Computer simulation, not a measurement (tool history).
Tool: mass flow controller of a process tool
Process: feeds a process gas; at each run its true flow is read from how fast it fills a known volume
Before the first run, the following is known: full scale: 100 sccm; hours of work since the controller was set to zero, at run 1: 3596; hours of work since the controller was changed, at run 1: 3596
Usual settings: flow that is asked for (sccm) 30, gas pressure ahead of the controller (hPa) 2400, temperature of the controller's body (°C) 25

| run | hour | flow that is asked for (sccm) | gas pressure ahead of the controller (hPa) | temperature of the controller's body (°C) | hours of work since the controller was set to zero | hours of work since the controller was changed | true flow (%) |
|---|---|---|---|---|---|---|---|
| 1 | 0 | 30 | 2400 | 25 | 3596 | 3596 | 98.36 |
| 2 | 396 | 28 | 2400 | 25 | 3828 | 3828 | 98.25 |
| 3 | 768.8 | 30 | 2400 | 25 | 4046 | 4046 | 98.24 |
| 4 | 1092.8 | 30 | 2400 | 25 | 4235 | 4235 | 98.29 |
| 5 | 1522.2 | 30 | 2400 | 23 | 4486 | 4486 | 98.38 |
| 6 | 1760.6 | 30 | 2400 | 25 | 4625 | 4625 | 98.3 |
| 7 | 2134.2 | 30 | 2400 | 25 | 4844 | 4844 | 98.17 |
|  | 2415.5 | controller's zero set anew |
| 8 | 2536.3 | 30 | 2400 | 25 | 71 | 5079 | 97.59 |
| 9 | 2837.6 | 30 | 2400 | 25 | 247 | 5255 | 97.43 |
| 10 | 3148.6 | 30 | 2400 | 25 | 429 | 5437 | 97.69 |
| 11 | 3496.3 | 30 | 2400 | 25 | 632 | 5640 | 97.54 |
| 12 | 3911.6 | 30 | 2400 | 25 | 875 | 5883 | 97.73 |
| 13 | 4180.8 | 30 | 2400 | 25 | 1032 | 6040 | 97.65 |
| 14 | 4550.8 | 30 | 2400 | 25 | 1249 | 6257 | 97.65 |
| 15 | 4965.7 | 63 | 2400 | 25 | 1491 | 6499 | 99.61 |
|  | 4986.3 | controller's zero set anew, once more |
| 16 | 5369.7 | 30 | 2400 | 25 | 224 | 6735 | 100.07 |
| 17 | 5766.6 | 30 | 2400 | 35 | 456 | 6967 | 99.56 |
| 18 | 6197 | 30 | 2400 | 35 | 708 | 7219 | 99.31 |
| 19 | 6443.9 | 30 | 2400 | 25 | 852 | 7363 | 100.05 |
| 20 | 6770.8 | 30 | 2400 | 25 | 1043 | 7554 | 100.16 |
| 21 | 6998.9 | 30 | 2400 | 25 | 1177 | 7688 | 100.02 |
| 22 | 7205.4 | 30 | 2700 | 25 | 1297 | 7808 | 99.8 |
| 23 | 7546.8 | 30 | 1630 | 25 | 1497 | 8008 | 100.23 |
| 24 | 7878 | 31 | 1950 | 35 | 1691 | 8202 | 99.54 |
| 25 | 8107.9 | 31 | 1950 | 35 | 1825 | 8336 | 99.44 |
| 26 | 8401.9 | 30 | 2400 | 37 | 1997 | 8508 | 99.22 |
| 27 | 8616 | 30 | 2400 | 37 | 2122 | 8633 | 99.2 |
| 28 | 8886.4 | 13 | 2350 | 37 | 2280 | 8791 | 97.96 |
| 29 | 9303.1 | 90 | 1880 | 38 | 2524 | 9035 | 101.21 |
| 30 | 9629 | 90 | 1880 | 38 | 2715 | 9226 | 101.12 |
| 31 | 9878.7 | 90 | 1880 | 38 | 2861 | 9372 | 101.22 |
| 32 | 10176.7 | 90 | 1880 | 38 | 3035 | 9546 | 101.2 |
| 33 | 10412.5 | 90 | 1880 | 38 | 3173 | 9684 | 101.22 |
| 34 | 10841.9 | 30 | 2020 | 32 | 3424 | 9935 | 99.59 |
| 35 | 11103.2 | 30 | 1560 | 32 | 3577 | 10088 | 99.68 |
| 36 | 11352.9 | 30 | 1560 | 32 | 3723 | 10234 | 99.75 |
| 37 | 11561.9 | 10 | 2290 | 31 | 3845 | 10356 | 96.96 |
| 38 | 11978.5 | 30 | 2500 | 25 | 4088 | 10599 | 99.83 |
| 39 | 12200.6 | 16 | 2500 | 32 | 4218 | 10729 | 98.02 |
| 40 | 12471.5 | 24 | 1930 | 25 | 4377 | 10888 | 99.5 |
| 41 | 12904.3 | 18 | 2280 | 28 | 4630 | 11141 | 98.51 |
| 42 | 13183.5 | 41 | 2280 | 28 | 4793 | 11304 | 100.4 |
| 43 | 13477.4 | 41 | 2280 | 28 | 4965 | 11476 | 100.33 |
|  | 13542.5 | controller's zero set anew |
| 44 | 13804.8 | 23 | 2390 | 28 | 153 | 11667 | 100.89 |
| 45 | 14019.1 | 23 | 2390 | 28 | 279 | 11792 | 100.95 |

Each row is a separate what-if for the run after 45, all from the same tool condition, not one after another. Results?
| A | 14421.5 | 27 | 2390 | 29 | 514 | 12027 | ? |
| B | 14421.5 | 30 | 2400 | 22 | 514 | 12027 | ? |
| C | 14421.5 | 65 | 2800 | 25 | 514 | 12027 | ? |

| run | true flow (%) |
|---|---|
| A | 100.95 |
| B | 101.31 |
| C | 102.08 |
The same runs, with their run-to-run variation unchanged, on a tool lacking any hidden condition would have given:
| run | true flow (%) |
|---|---|
| A | 98.05 |
| B | 98.4 |
| C | 99.09 |
